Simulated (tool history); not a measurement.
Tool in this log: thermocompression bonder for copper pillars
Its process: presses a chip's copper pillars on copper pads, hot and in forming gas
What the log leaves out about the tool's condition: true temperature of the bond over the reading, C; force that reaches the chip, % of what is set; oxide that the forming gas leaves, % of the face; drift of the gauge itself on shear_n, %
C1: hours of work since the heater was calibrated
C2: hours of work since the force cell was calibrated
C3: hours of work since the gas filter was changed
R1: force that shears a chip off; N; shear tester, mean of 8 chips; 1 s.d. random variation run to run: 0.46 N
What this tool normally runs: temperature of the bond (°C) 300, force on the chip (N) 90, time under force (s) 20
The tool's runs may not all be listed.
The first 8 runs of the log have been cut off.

Run 9, hour 130.2: usual settings but force on the chip (N) 76; C1 781; C2 356; C3 56. Result: R1 69.1 N.
Run 10, hour 144.4: usual settings but force on the chip (N) 76; C1 787; C2 362; C3 62. Result: R1 69.5 N.
Run 11, hour 158.9: usual settings but force on the chip (N) 76; C1 793; C2 368; C3 68. Result: R1 69.2 N.
Run 12, hour 169.4: usual settings but force on the chip (N) 76; C1 797; C2 372; C3 73. Result: R1 69.2 N.
Run 13, hour 180.4: usual settings but force on the chip (N) 76; C1 802; C2 377; C3 77. Result: R1 69.8 N.
Run 14, hour 200.1: usual settings; C1 810; C2 385; C3 86. Result: R1 79.6 N.
Run 15, hour 220.6: usual settings; C1 819; C2 394; C3 94. Result: R1 78.6 N.
Run 16, hour 231.7: usual settings; C1 824; C2 398; C3 99. Result: R1 78.7 N.
Run 17, hour 250.6: usual settings; C1 832; C2 406; C3 107. Result: R1 77.7 N.
Run 18, hour 267.1: usual settings; C1 838; C2 413; C3 114. Result: R1 78.4 N.
Run 19, hour 279.5: usual settings; C1 844; C2 419; C3 119. Result: R1 79.4 N.
Run 20, hour 292.0: usual settings but force on the chip (N) 92; C1 849; C2 424; C3 125. Result: R1 79.7 N.
Run 21, hour 302.3: usual settings but temperature of the bond (°C) 309, force on the chip (N) 68, time under force (s) 13; C1 853; C2 428; C3 129. Result: R1 60.3 N.
Run 22, hour 312.4: usual settings but temperature of the bond (°C) 322, force on the chip (N) 104, time under force (s) 13; C1 858; C2 433; C3 133. Result: R1 96.0 N.

What will run 23 give?
Run 23, hour 327.9: usual settings but temperature of the bond (°C) 278; C1 864; C2 439; C3 140. Result: R1 ?.

{"run 23": {"R1": 59.0}}
Without the tool's hidden state the same run would have given R1 54.6 N.
